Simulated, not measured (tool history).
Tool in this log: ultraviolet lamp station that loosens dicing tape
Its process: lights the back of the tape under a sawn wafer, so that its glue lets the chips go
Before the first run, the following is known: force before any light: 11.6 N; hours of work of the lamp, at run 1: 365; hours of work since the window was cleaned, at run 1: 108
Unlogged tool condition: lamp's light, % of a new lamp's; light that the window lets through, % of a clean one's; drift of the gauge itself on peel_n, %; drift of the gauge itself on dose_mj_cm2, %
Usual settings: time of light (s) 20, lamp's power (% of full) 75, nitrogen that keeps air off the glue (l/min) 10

| run | hour | time of light (s) | lamp's power (% of full) | nitrogen that keeps air off the glue (l/min) | hours of work of the lamp | hours of work since the window was cleaned | force that peels the tape off (N) | light that reached the tape (mJ/cm²) |
|---|---|---|---|---|---|---|---|---|
| 1 | 0 | 20 | 75 | 10 | 365 | 108 | 1.415 | 288 |
| 2 | 18.9 | 20 | 75 | 10 | 375 | 118 | 1.469 | 280 |
| 3 | 30.6 | 20 | 75 | 10 | 382 | 125 | 1.496 | 279 |
| 4 | 40.3 | 20 | 62 | 10 | 387 | 130 | 2.178 | 232 |
| 5 | 57 | 20 | 62 | 10 | 397 | 140 | 2.14 | 231 |
| 6 | 69.3 | 21 | 62 | 10 | 404 | 147 | 2.092 | 241 |
| 7 | 85 | 21 | 62 | 10 | 412 | 155 | 2.062 | 229 |
| 8 | 106.7 | 19 | 75 | 10 | 425 | 167 | 1.847 | 248 |
| 9 | 125.5 | 20 | 90 | 10 | 435 | 178 | 1.232 | 316 |
| 10 | 140.7 | 20 | 75 | 10 | 444 | 187 | 1.727 | 253 |
| 11 | 162.2 | 20 | 75 | 10 | 456 | 199 | 1.828 | 254 |
| 12 | 177.4 | 20 | 75 | 10 | 464 | 207 | 1.83 | 250 |
| 13 | 188.3 | 28 | 75 | 10 | 470 | 213 | 0.94 | 346 |
|  | 192.6 | window cleaned of glue's vapour |
| 14 | 205.1 | 28 | 75 | 10 | 479 | 7 | 0.676 | 400 |
| 15 | 219.9 | 28 | 75 | 10 | 488 | 15 | 0.688 | 399 |
| 16 | 241.9 | 20 | 95 | 10 | 500 | 28 | 0.904 | 355 |
| 17 | 257.1 | 14 | 75 | 4 | 509 | 36 | 3.865 | 195 |
| 18 | 278.1 | 12 | 82 | 4 | 520 | 48 | 3.996 | 179 |
| 19 | 296.1 | 11 | 76 | 9 | 530 | 58 | 3.867 | 152 |
| 20 | 314.1 | 11 | 76 | 9 | 541 | 68 | 3.894 | 145 |
| 21 | 335.8 | 40 | 84 | 10 | 553 | 80 | 0.292 | 583 |
| 22 | 345.8 | 14 | 89 | 10 | 558 | 86 | 2.301 | 215 |
| 23 | 365 | 19 | 90 | 3 | 569 | 97 | 2.511 | 291 |

Difference, measured minus no-hidden-state, one row per run. Run-to-run variation is common to both terms; the gauge's own scatter need not be:
| run | force that peels the tape off (N) | light that reached the tape (mJ/cm²) |
|---|---|---|
| 1 | +0.637 | -95 |
| 2 | +0.681 | -97 |
| 3 | +0.711 | -100 |
| 4 | +0.957 | -84 |
| 5 | +0.963 | -87 |
| 6 | +0.99 | -94 |
| 7 | +0.992 | -97 |
| 8 | +0.958 | -110 |
| 9 | +0.704 | -143 |
| 10 | +0.947 | -122 |
| 11 | +1.029 | -127 |
| 12 | +1.044 | -129 |
| 13 | +0.581 | -184 |
| 14 | +0.316 | -130 |
| 15 | +0.335 | -134 |
| 16 | +0.455 | -127 |
| 17 | +1.285 | -73 |
| 18 | +1.309 | -70 |
| 19 | +1.377 | -62 |
| 20 | +1.427 | -65 |
| 21 | +0.106 | -267 |
| 22 | +1.154 | -101 |
| 23 | +1.255 | -144 |
